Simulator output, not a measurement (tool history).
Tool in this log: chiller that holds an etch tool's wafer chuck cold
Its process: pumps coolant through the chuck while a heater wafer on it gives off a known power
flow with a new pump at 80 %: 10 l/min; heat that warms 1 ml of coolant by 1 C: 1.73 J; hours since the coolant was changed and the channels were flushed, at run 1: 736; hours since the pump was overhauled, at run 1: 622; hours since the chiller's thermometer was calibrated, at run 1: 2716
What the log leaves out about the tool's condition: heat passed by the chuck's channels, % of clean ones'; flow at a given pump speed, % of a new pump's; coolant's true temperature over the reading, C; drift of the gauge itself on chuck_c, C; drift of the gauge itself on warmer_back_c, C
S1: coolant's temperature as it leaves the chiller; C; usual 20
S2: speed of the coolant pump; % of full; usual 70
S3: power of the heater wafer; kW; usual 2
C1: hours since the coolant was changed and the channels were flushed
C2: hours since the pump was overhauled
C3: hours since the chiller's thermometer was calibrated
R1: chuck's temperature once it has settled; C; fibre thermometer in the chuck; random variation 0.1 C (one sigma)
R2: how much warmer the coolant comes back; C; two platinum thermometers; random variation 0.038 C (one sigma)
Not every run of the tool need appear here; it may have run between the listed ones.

run   hour  S1  S2     S3    C1    C2    C3    R1    R2
  1      0  20  70      2   736   622  2716  37.8   7.9
  2   75.3  20  70      2   811   697  2792  37.9  7.97
  3  152.4  20  70      2   888   774  2869  37.9  7.97
  4  253.9  20  99      2   990   875  2970  33.9  5.67
  5    372  20  70      2  1108   993  3088  37.7  8.02
  6  484.7  20  88  1.624  1220  1106  3201  32.5  5.29
  7  557.6  15  71  1.924  1293  1179  3274  31.9  7.66
  8  630.4  12  81  1.732  1366  1252  3347  25.8  6.11

Run 9, settings as shown, results not yet in. Your forecast:
  9  731.1  20  85  1.985  1467  1353  3447   ?   ?

Logged for run 9: R1 35.4 C, R2 6.66 C.
Were there no unlogged condition in the tool, this run, its random variation unchanged, would have produced R1 35.4 C, R2 6.49 C.

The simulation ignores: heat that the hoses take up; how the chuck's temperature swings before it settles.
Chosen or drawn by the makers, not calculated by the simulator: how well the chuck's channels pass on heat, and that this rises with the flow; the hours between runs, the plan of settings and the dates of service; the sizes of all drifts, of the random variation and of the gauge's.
